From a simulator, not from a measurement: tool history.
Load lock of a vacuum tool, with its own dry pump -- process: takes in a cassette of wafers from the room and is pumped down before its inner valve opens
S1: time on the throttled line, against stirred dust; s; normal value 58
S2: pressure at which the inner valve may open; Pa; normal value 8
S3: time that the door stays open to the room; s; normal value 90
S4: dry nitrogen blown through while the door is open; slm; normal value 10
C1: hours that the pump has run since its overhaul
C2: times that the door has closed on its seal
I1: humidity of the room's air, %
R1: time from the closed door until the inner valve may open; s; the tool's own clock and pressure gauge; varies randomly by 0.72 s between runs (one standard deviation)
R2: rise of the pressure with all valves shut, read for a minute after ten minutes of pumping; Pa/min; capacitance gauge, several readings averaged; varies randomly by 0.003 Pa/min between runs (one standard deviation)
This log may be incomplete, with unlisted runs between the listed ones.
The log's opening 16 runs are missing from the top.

run	hour	S1	S2	S3	S4	C1	C2	I1	R1	R2
17	2354.0	58	8	90	10	10914	5868	46.6	115.8	0.024
18	2491.7	58	8	90	10	11052	6058	43.1	115.2	0.031
19	2593.6	58	11	90	10	11154	6199	45.0	112.8	0.025
20	2725.7	58	12	48	10	11286	6382	44.8	111.5	0.019
21	2821.9	58	11	48	10	11382	6515	45.1	112.3	0.028
22	2964.3	58	11	48	10	11525	6711	43.9	113.8	0.034
23	3062.5	58	11	48	10	11623	6847	47.8	113.9	0.033
24	3200.5	58	11	48	10	11761	7038	44.8	115.2	0.032
25	3298.7	58	11	48	10	11859	7173	48.1	113.7	0.029
26	3419.4	58	11	48	10	11980	7340	49.7	115.2	0.031
27	3591.7	45	11	48	15	12152	7578	46.6	104.9	0.027

Run 28 comes next. What will it give?
28	3765.9	58	8	90	31	12326	7819	44.4	?	?

R1: 115.8 s
R2: 0.029 Pa/min
On a tool with no hidden condition, and with the same random variation, this run would have come out at R1 107.7 s, R2 0.013 Pa/min.
